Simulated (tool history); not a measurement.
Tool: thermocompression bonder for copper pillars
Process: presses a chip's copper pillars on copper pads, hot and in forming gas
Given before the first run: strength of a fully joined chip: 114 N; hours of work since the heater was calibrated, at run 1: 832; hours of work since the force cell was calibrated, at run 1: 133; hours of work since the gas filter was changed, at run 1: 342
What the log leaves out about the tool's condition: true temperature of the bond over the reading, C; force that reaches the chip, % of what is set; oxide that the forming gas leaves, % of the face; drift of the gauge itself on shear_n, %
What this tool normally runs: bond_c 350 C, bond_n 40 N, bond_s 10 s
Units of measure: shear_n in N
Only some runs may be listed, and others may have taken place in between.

run,hour,bond_c,bond_n,bond_s,hours of work since the heater was calibrated,hours of work since the force cell was calibrated,hours of work since the gas filter was changed,shear_n
1,0.0,350,40,10,832,133,342,41.8
2,24.9,350,40,10,846,147,355,41.1
# hour 30.0: forming gas filter changed
3,64.4,368,40,10,867,169,19,54.8
4,104.1,368,40,10,890,191,41,54.8
5,132.2,368,40,10,905,207,57,54.3
6,167.6,368,40,10,925,227,77,54.5
7,198.1,350,40,6,942,244,94,36.1
8,232.5,350,40,6,961,263,113,36.2
9,274.4,350,40,10,985,286,136,44.2
10,295.8,350,40,10,997,298,148,43.9
11,313.6,350,40,10,1007,308,158,43.6
12,335.1,350,40,10,1019,320,170,43.7
# hour 338.5: force cell calibrated
13,372.8,350,40,10,1039,19,191,43.0
14,390.4,350,40,10,1049,29,200,43.7

Forecast run 15:
15,431.0,350,38,10,1071,52,223,?

{"run 15": {"shear_n": 40.5}}
Minus the tool's unlogged condition, the same run would have read shear_n 40.1 N.
